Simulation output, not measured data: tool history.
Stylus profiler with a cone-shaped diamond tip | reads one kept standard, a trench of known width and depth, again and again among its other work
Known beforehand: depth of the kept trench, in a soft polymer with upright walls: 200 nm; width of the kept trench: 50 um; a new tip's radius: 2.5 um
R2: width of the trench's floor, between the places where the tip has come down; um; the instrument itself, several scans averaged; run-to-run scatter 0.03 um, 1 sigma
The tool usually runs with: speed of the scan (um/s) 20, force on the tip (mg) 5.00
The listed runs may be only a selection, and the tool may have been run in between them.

{"run": 1, "day": 0.0, "speed of the scan (um/s)": 20, "force on the tip (mg)": 5.0, "depth of the trench (Å)": 2016.5, "R2": 47.83}
{"run": 2, "day": 0.617, "speed of the scan (um/s)": 20, "force on the tip (mg)": 5.0, "depth of the trench (Å)": 2014.5, "R2": 47.82}
{"run": 3, "day": 1.104, "speed of the scan (um/s)": 20, "force on the tip (mg)": 5.0, "depth of the trench (Å)": 2015.4, "R2": 47.89}
{"run": 4, "day": 1.608, "speed of the scan (um/s)": 20, "force on the tip (mg)": 7.78, "depth of the trench (Å)": 2021.8, "R2": 47.83}
{"run": 5, "day": 2.254, "speed of the scan (um/s)": 20, "force on the tip (mg)": 5.0, "depth of the trench (Å)": 2016.3, "R2": 47.79}
{"run": 6, "day": 3.096, "speed of the scan (um/s)": 20, "force on the tip (mg)": 5.0, "depth of the trench (Å)": 2016.9, "R2": 47.78}
{"run": 7, "day": 3.525, "speed of the scan (um/s)": 20, "force on the tip (mg)": 5.0, "depth of the trench (Å)": 2016.2, "R2": 47.74}
{"run": 8, "day": 4.262, "speed of the scan (um/s)": 20, "force on the tip (mg)": 5.0, "depth of the trench (Å)": 2017.8, "R2": 47.77}
{"run": 9, "day": 4.929, "speed of the scan (um/s)": 20, "force on the tip (mg)": 5.0, "depth of the trench (Å)": 2016.1, "R2": 47.74}
{"run": 10, "day": 5.583, "speed of the scan (um/s)": 20, "force on the tip (mg)": 5.0, "depth of the trench (Å)": 2016.5, "R2": 47.77}
{"run": 11, "day": 5.988, "speed of the scan (um/s)": 20, "force on the tip (mg)": 8.19, "depth of the trench (Å)": 2025.2, "R2": 47.81}
{"run": 12, "day": 6.842, "speed of the scan (um/s)": 20, "force on the tip (mg)": 5.0, "depth of the trench (Å)": 2014.2, "R2": 47.77}
{"run": 13, "day": 7.367, "speed of the scan (um/s)": 20, "force on the tip (mg)": 5.0, "depth of the trench (Å)": 2014.2, "R2": 47.75}
{"run": 14, "day": 8.225, "speed of the scan (um/s)": 20, "force on the tip (mg)": 5.0, "depth of the trench (Å)": 2013.9, "R2": 47.76}
{"run": 15, "day": 9.025, "speed of the scan (um/s)": 20, "force on the tip (mg)": 5.0, "depth of the trench (Å)": 2016.2, "R2": 47.72}
{"run": 16, "day": 9.817, "speed of the scan (um/s)": 20, "force on the tip (mg)": 5.0, "depth of the trench (Å)": 2014.5, "R2": 47.67}
{"run": 17, "day": 10.433, "speed of the scan (um/s)": 20, "force on the tip (mg)": 3.34, "depth of the trench (Å)": 2011.0, "R2": 47.66}
{"run": 18, "day": 10.825, "speed of the scan (um/s)": 20, "force on the tip (mg)": 3.34, "depth of the trench (Å)": 2011.2, "R2": 47.68}
{"run": 19, "day": 11.65, "speed of the scan (um/s)": 20, "force on the tip (mg)": 9.0, "depth of the trench (Å)": 2026.6, "R2": 47.74}
{"run": 20, "day": 12.129, "speed of the scan (um/s)": 20, "force on the tip (mg)": 9.0, "depth of the trench (Å)": 2023.7, "R2": 47.71}
{"run": 21, "day": 12.621, "speed of the scan (um/s)": 20, "force on the tip (mg)": 9.0, "depth of the trench (Å)": 2024.6, "R2": 47.69}
{"run": 22, "day": 13.2, "speed of the scan (um/s)": 20, "force on the tip (mg)": 9.0, "depth of the trench (Å)": 2024.8, "R2": 47.69}
{"run": 23, "day": 13.829, "speed of the scan (um/s)": 20, "force on the tip (mg)": 9.0, "depth of the trench (Å)": 2024.4, "R2": 47.71}
{"run": 24, "day": 14.608, "speed of the scan (um/s)": 20, "force on the tip (mg)": 9.0, "depth of the trench (Å)": 2025.0, "R2": 47.67}
{"run": 25, "day": 15.429, "speed of the scan (um/s)": 20, "force on the tip (mg)": 9.0, "depth of the trench (Å)": 2024.4, "R2": 47.69}
{"run": 26, "day": 16.017, "speed of the scan (um/s)": 27, "force on the tip (mg)": 4.22, "depth of the trench (Å)": 2013.1, "R2": 47.68}
{"run": 27, "day": 16.512, "speed of the scan (um/s)": 12, "force on the tip (mg)": 6.53, "depth of the trench (Å)": 2017.1, "R2": 47.65}
{"run": 28, "day": 17.004, "speed of the scan (um/s)": 22, "force on the tip (mg)": 14.16, "depth of the trench (Å)": 2033.2, "R2": 47.69}
{"run": 29, "day": 17.475, "speed of the scan (um/s)": 20, "force on the tip (mg)": 11.54, "depth of the trench (Å)": 2029.6, "R2": 47.58}
{"run": 30, "day": 18.129, "speed of the scan (um/s)": 13, "force on the tip (mg)": 11.86, "depth of the trench (Å)": 2029.6, "R2": 47.7}
{"run": 31, "day": 18.512, "speed of the scan (um/s)": 20, "force on the tip (mg)": 5.02, "depth of the trench (Å)": 2014.9, "R2": 47.62}
{"run": 32, "day": 19.096, "speed of the scan (um/s)": 20, "force on the tip (mg)": 5.02, "depth of the trench (Å)": 2012.7, "R2": 47.61}
{"run": 33, "day": 19.908, "speed of the scan (um/s)": 20, "force on the tip (mg)": 10.35, "depth of the trench (Å)": 2027.7, "R2": 47.67}
{"run": 34, "day": 20.462, "speed of the scan (um/s)": 20, "force on the tip (mg)": 10.35, "depth of the trench (Å)": 2025.9, "R2": 47.68}
{"run": 35, "day": 21.258, "speed of the scan (um/s)": 20, "force on the tip (mg)": 10.35, "depth of the trench (Å)": 2025.7, "R2": 47.59}
{"run": 36, "day": 21.612, "speed of the scan (um/s)": 20, "force on the tip (mg)": 10.35, "depth of the trench (Å)": 2025.8, "R2": 47.61}
{"run": 37, "day": 22.004, "speed of the scan (um/s)": 11, "force on the tip (mg)": 5.0, "depth of the trench (Å)": 2015.5, "R2": 47.64}
{"run": 38, "day": 22.375, "speed of the scan (um/s)": 42, "force on the tip (mg)": 7.06, "depth of the trench (Å)": 2019.1, "R2": 47.58}
{"run": 39, "day": 22.925, "speed of the scan (um/s)": 8, "force on the tip (mg)": 2.1, "depth of the trench (Å)": 2004.8, "R2": 47.63}
{"run": 40, "day": 23.562, "speed of the scan (um/s)": 12, "force on the tip (mg)": 2.09, "depth of the trench (Å)": 2002.9, "R2": 47.55}
{"run": 41, "day": 24.25, "speed of the scan (um/s)": 12, "force on the tip (mg)": 2.09, "depth of the trench (Å)": 2003.8, "R2": 47.62}
{"run": 42, "day": 24.717, "speed of the scan (um/s)": 12, "force on the tip (mg)": 2.09, "depth of the trench (Å)": 2006.9, "R2": 47.62}
{"run": 43, "day": 25.146, "speed of the scan (um/s)": 12, "force on the tip (mg)": 2.09, "depth of the trench (Å)": 2004.6, "R2": 47.57}
{"run": 44, "day": 25.504, "speed of the scan (um/s)": 12, "force on the tip (mg)": 3.07, "depth of the trench (Å)": 2007.1, "R2": 47.61}
{"run": 45, "day": 26.133, "speed of the scan (um/s)": 20, "force on the tip (mg)": 5.55, "depth of the trench (Å)": 2014.2, "R2": 47.57}
{"run": 46, "day": 26.871, "speed of the scan (um/s)": 79, "force on the tip (mg)": 1.69, "depth of the trench (Å)": 2005.2, "R2": 47.34}
{"run": 47, "day": 27.325, "speed of the scan (um/s)": 28, "force on the tip (mg)": 7.61, "depth of the trench (Å)": 2019.5, "R2": 47.52}
{"run": 48, "day": 27.871, "speed of the scan (um/s)": 52, "force on the tip (mg)": 7.61, "depth of the trench (Å)": 2019.5, "R2": 47.57}

Hidden state or all else? Some run-to-run changes of depth of the trench (Å), split into what the settings, what came in and random variation would give without the hidden state, and what is left for the hidden state (with any gauge scatter that isn't in both results):
The tool's hidden condition here consists of: radius of the tip, um; height scale over the true one, %; drift of the gauge itself on depth_nm, %; drift of the gauge itself on floor_um, %.
Run 11 -> 12: force on the tip (mg) 8.19 -> 5.00. depth of the trench (Å) -11.0: hidden state -0.2, all else -10.8.
Run 15 -> 16: no setting touched and nothing written in the log between the runs. depth of the trench (Å) -1.7: hidden state -0.2, all else -1.5.
Run 18 -> 19: force on the tip (mg) 3.34 -> 9.00. depth of the trench (Å) +15.4: hidden state -0.1, all else +15.5.
Run 19 -> 20: no setting touched and nothing written in the log between the runs. depth of the trench (Å) -2.9: hidden state -0.2, all else -2.7.
Run 27 -> 28: speed of the scan (um/s) 12 -> 22, force on the tip (mg) 6.53 -> 14.16. depth of the trench (Å) +16.1: hidden state -0.1, all else +16.2.
Run 32 -> 33: force on the tip (mg) 5.02 -> 10.35. depth of the trench (Å) +15.0: hidden state -0.1, all else +15.1.
